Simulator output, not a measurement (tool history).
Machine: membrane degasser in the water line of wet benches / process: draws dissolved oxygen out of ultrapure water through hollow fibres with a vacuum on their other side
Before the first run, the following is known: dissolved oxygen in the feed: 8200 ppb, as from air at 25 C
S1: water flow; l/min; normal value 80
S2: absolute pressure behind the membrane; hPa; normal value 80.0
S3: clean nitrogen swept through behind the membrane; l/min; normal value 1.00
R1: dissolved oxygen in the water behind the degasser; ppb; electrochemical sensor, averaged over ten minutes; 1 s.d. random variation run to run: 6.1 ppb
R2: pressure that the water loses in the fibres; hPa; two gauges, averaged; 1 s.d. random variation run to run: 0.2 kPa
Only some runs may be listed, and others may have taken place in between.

{"run": 1, "day": 0.0, "S1": 80, "S2": 80.0, "S3": 1.0, "R1": 655.2, "R2": 470.9}
{"run": 2, "day": 8.233, "S1": 80, "S2": 80.0, "S3": 1.0, "R1": 655.4, "R2": 470.7}
{"run": 3, "day": 14.942, "S1": 80, "S2": 80.0, "S3": 1.0, "R1": 664.9, "R2": 472.6}
{"run": 4, "day": 20.212, "S1": 80, "S2": 80.0, "S3": 1.0, "R1": 663.6, "R2": 473.0}
{"run": 5, "day": 27.412, "S1": 51, "S2": 80.0, "S3": 1.0, "R1": 477.6, "R2": 302.1}
{"run": 6, "day": 32.496, "S1": 51, "S2": 80.0, "S3": 1.0, "R1": 490.3, "R2": 301.9}
{"run": 7, "day": 36.875, "S1": 51, "S2": 80.0, "S3": 1.0, "R1": 480.4, "R2": 307.2}
{"day": 37.304, "done": "vacuum gauge calibrated"}
{"run": 8, "day": 43.625, "S1": 51, "S2": 80.0, "S3": 1.0, "R1": 496.0, "R2": 301.3}
{"run": 9, "day": 48.371, "S1": 51, "S2": 80.0, "S3": 1.0, "R1": 501.5, "R2": 302.3}
{"run": 10, "day": 52.05, "S1": 51, "S2": 80.0, "S3": 1.0, "R1": 497.8, "R2": 302.6}
{"run": 11, "day": 59.833, "S1": 121, "S2": 80.0, "S3": 1.0, "R1": 899.8, "R2": 722.6}
{"run": 12, "day": 63.35, "S1": 71, "S2": 59.8, "S3": 1.47, "R1": 312.9, "R2": 423.0}
{"run": 13, "day": 68.167, "S1": 71, "S2": 59.8, "S3": 1.47, "R1": 309.7, "R2": 425.8}

Each row is a separate what-if for the run after 13, all from the same tool condition, not one after another. Results?
{"run": "A", "day": 74.033, "S1": 81, "S2": 180.6, "S3": 1.47, "R1": "?", "R2": "?"}
{"run": "B", "day": 74.033, "S1": 80, "S2": 197.5, "S3": 2.84, "R1": "?", "R2": "?"}
{"run": "C", "day": 74.033, "S1": 79, "S2": 76.8, "S3": 1.57, "R1": "?", "R2": "?"}
{"run": "D", "day": 74.033, "S1": 77, "S2": 190.1, "S3": 1.04, "R1": "?", "R2": "?"}
{"run": "E", "day": 74.033, "S1": 71, "S2": 109.1, "S3": 1.47, "R1": "?", "R2": "?"}

run=A R1=1357.9 R2=484.3
run=B R1=943.8 R2=477.9
run=C R1=469.7 R2=473.5
run=D R1=1735.6 R2=462.1
run=E R1=718.8 R2=423.2
Stripped of hidden state, with their random variation kept, the same runs would have yielded:
run=A R1=1308.3 R2=466.9
run=B R1=909.5 R2=460.7
run=C R1=412.5 R2=456.5
run=D R1=1680.0 R2=445.6
run=E R1=666.5 R2=407.9
